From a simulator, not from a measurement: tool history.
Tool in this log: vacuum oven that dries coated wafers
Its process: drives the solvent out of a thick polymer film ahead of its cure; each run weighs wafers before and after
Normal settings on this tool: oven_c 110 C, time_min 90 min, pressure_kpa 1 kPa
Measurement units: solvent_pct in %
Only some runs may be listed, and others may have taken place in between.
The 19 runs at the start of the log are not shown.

run,hour,oven_c,time_min,pressure_kpa,solvent_pct
20,790.9,116,58,2.27,6.5
21,826.7,116,58,2.27,6.53
22,877.8,110,115,1,3.47
23,942.3,116,102,1,2.82
# hour 970.3: oven's thermocouples calibrated
24,1002.7,113,161,1.72,2.37
# hour 1009: vacuum gauge cleaned of residue and calibrated
25,1062.7,103,77,0.56,8.26
26,1101,111,77,3.52,7.47
# hour 1122.7: vacuum gauge cleaned of residue and calibrated, once more
27,1136.5,110,47,0.55,9.04
28,1164.6,117,82,1.17,4.01

Predict the results of run 29:
29,1225.5,110,48,1,?

{"run 29": {"solvent_pct": 9.04}}
Were there no unlogged condition in the tool, this run, its random variation unchanged, would have produced solvent_pct 9.08 %.

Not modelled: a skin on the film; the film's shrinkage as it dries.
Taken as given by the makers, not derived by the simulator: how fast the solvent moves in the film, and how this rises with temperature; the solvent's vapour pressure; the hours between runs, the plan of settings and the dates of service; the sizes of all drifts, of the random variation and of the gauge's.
